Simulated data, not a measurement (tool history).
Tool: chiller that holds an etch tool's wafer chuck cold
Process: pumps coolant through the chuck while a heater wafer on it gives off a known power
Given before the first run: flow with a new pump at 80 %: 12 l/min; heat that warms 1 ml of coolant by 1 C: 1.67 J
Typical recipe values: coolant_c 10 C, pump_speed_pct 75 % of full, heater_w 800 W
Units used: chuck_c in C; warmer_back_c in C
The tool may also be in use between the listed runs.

run    hour  coolant_c  pump_speed_pct  heater_w  chuck_c  warmer_back_c
  1       0         10              75       800    18.57           2.59
  2    32.2         10              75       800     18.7           2.59
  3    74.3         10              75       428    14.62           1.37
  4   116.2         10              75       428    14.66           1.39
  5   163.5         10              75       428    14.66            1.4
  6   199.4         10              75       428    14.69           1.39
  7   254.4         10              75       428    14.68           1.39
  8   309.9         10              75       428    14.74            1.4
  9   340.5         10              75       800    18.72           2.63
 10   379.6         10              75       800    18.73            2.6
 11   432.8         10              75       800    18.75           2.62
 12   463.2         18              75       800    26.68           2.61
 13   516.2         18              75       800    26.83           2.61
 14   578.7         18              75       800    26.75           2.63
 15   637.2         18              75       800    26.85           2.63
 16   703.1          2              75       800    10.73           2.61
 17   767.3         10              75       707    17.92           2.34
 18   807.4          1              76       941    11.38           3.04
 19     859          2              94       466     6.43           1.23
        868  -- coolant pump overhauled
 20     903          2              94       466     6.63           1.21
 21   940.9          2              94       466     6.57           1.22
      992.3  -- coolant changed, channels flushed
 22   996.7         20              66       904    30.46           3.41
 23    1033          5              64       773    14.23           3.02
 24  1060.6          5              64       773    14.15           3.02
 25  1115.9         19             100       549    23.88           1.35
     1133.9  -- coolant pump overhauled, once more
 26  1154.5          4              64      1050    16.11            3.9
 27  1182.7         10              75       410     14.3            1.3
 28  1210.3         10              98       800    16.87           1.94
 29  1240.7          7              83       800     14.7            2.3
 30  1285.2          3              97       800     9.97           1.97
 31  1323.8          1              69      1169    13.72           4.03

Here are 3 independent what-if runs from the current tool condition. What would each one return?
  A  1358.3         14              84       960        ?              ?
  B  1358.3         17              63      1188        ?              ?
  C  1358.3          8             100       577        ?              ?

run  chuck_c  warmer_back_c
  A    23.22           2.71
  B    30.87            4.5
  C    13.01           1.35
Stripped of hidden state, with their random variation kept, the same runs would have yielded:
run  chuck_c  warmer_back_c
  A    22.84           2.72
  B    30.47           4.52
  C    12.65           1.36

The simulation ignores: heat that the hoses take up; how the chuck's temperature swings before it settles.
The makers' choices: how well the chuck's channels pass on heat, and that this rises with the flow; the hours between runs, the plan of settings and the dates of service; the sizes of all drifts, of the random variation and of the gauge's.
